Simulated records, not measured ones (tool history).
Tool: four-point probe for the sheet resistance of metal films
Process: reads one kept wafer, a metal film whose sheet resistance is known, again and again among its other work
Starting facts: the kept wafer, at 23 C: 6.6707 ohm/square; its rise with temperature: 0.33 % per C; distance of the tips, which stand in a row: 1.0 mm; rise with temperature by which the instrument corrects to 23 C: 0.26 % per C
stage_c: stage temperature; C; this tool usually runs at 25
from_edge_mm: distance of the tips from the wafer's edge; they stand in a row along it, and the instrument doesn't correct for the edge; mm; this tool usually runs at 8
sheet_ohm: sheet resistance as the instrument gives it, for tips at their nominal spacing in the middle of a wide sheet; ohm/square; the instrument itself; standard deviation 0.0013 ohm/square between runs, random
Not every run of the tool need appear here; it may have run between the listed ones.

Run 1, day 0.000: usual settings. Result: sheet_ohm 6.787826 ohm/square.
Run 2, day 0.700: usual settings but from_edge_mm 16 mm. Result: sheet_ohm 6.744588 ohm/square.
Run 3, day 2.008: usual settings but from_edge_mm 16 mm. Result: sheet_ohm 6.746345 ohm/square.
At day 3.288: new probe head fitted.
Run 4, day 3.512: usual settings but stage_c 20 C. Result: sheet_ohm 6.689562 ohm/square.
Run 5, day 4.979: usual settings. Result: sheet_ohm 6.716025 ohm/square.
Run 6, day 6.604: usual settings. Result: sheet_ohm 6.720480 ohm/square.
Run 7, day 7.467: usual settings. Result: sheet_ohm 6.716461 ohm/square.
Run 8, day 8.279: usual settings but stage_c 18 C. Result: sheet_ohm 6.682621 ohm/square.
Run 9, day 9.092: usual settings but from_edge_mm 58 mm. Result: sheet_ohm 6.659549 ohm/square.
Run 10, day 10.650: usual settings but from_edge_mm 58 mm. Result: sheet_ohm 6.663300 ohm/square.
Run 11, day 12.117: usual settings. Result: sheet_ohm 6.720733 ohm/square.
Run 12, day 13.188: usual settings. Result: sheet_ohm 6.721454 ohm/square.
Run 13, day 13.921: usual settings. Result: sheet_ohm 6.720777 ohm/square.
Run 14, day 15.508: usual settings. Result: sheet_ohm 6.721002 ohm/square.
Run 15, day 16.812: usual settings. Result: sheet_ohm 6.722147 ohm/square.
Run 16, day 17.625: usual settings. Result: sheet_ohm 6.723491 ohm/square.
Run 17, day 19.012: usual settings. Result: sheet_ohm 6.722664 ohm/square.
Run 18, day 19.817: usual settings but stage_c 18 C, from_edge_mm 9 mm. Result: sheet_ohm 6.673788 ohm/square.
Run 19, day 21.350: usual settings but stage_c 18 C, from_edge_mm 9 mm. Result: sheet_ohm 6.676060 ohm/square.
Run 20, day 22.792: usual settings but stage_c 18 C, from_edge_mm 9 mm. Result: sheet_ohm 6.679218 ohm/square.
At day 22.883: stage's thermometer calibrated.
Run 21, day 24.133: usual settings but stage_c 26 C, from_edge_mm 13 mm. Result: sheet_ohm 6.696702 ohm/square.
Run 22, day 24.921: usual settings but stage_c 26 C, from_edge_mm 13 mm. Result: sheet_ohm 6.696634 ohm/square.
Run 23, day 26.083: usual settings. Result: sheet_ohm 6.725765 ohm/square.
Run 24, day 27.054: usual settings but stage_c 21 C, from_edge_mm 16 mm. Result: sheet_ohm 6.665795 ohm/square.
Run 25, day 28.050: usual settings but stage_c 32 C, from_edge_mm 21 mm. Result: sheet_ohm 6.711546 ohm/square.
At day 28.967: stage's thermometer calibrated, once more.
Run 26, day 29.033: usual settings but stage_c 33 C. Result: sheet_ohm 6.773061 ohm/square.
Run 27, day 29.896: usual settings but stage_c 33 C, from_edge_mm 12 mm. Result: sheet_ohm 6.740617 ohm/square.
Run 28, day 30.775: usual settings but from_edge_mm 11 mm. Result: sheet_ohm 6.709921 ohm/square.
Run 29, day 31.762: usual settings but from_edge_mm 11 mm. Result: sheet_ohm 6.708042 ohm/square.
Run 30, day 32.879: usual settings but from_edge_mm 11 mm. Result: sheet_ohm 6.711308 ohm/square.
Run 31, day 34.125: usual settings but from_edge_mm 11 mm. Result: sheet_ohm 6.710682 ohm/square.

Consider 5 possible next runs. They are alternatives, not a sequence: every one starts from the tool as it was left by run 31. What does each give?
Run A, day 35.517: usual settings but from_edge_mm 5 mm. Result: sheet_ohm ?.
Run B, day 35.517: usual settings but stage_c 32 C, from_edge_mm 30 mm. Result: sheet_ohm ?.
Run C, day 35.517: usual settings but from_edge_mm 33 mm. Result: sheet_ohm ?.
Run D, day 35.517: usual settings but stage_c 21 C, from_edge_mm 7 mm. Result: sheet_ohm ?.
Run E, day 35.517: usual settings but from_edge_mm 12 mm. Result: sheet_ohm ?.

run  sheet_ohm
  A   6.822167
  B   6.715966
  C   6.684021
  D   6.732741
  E   6.706946
What these runs would have given with no unlogged condition in the tool:
run  sheet_ohm
  A   6.821355
  B   6.715187
  C   6.683226
  D   6.731928
  E   6.706148

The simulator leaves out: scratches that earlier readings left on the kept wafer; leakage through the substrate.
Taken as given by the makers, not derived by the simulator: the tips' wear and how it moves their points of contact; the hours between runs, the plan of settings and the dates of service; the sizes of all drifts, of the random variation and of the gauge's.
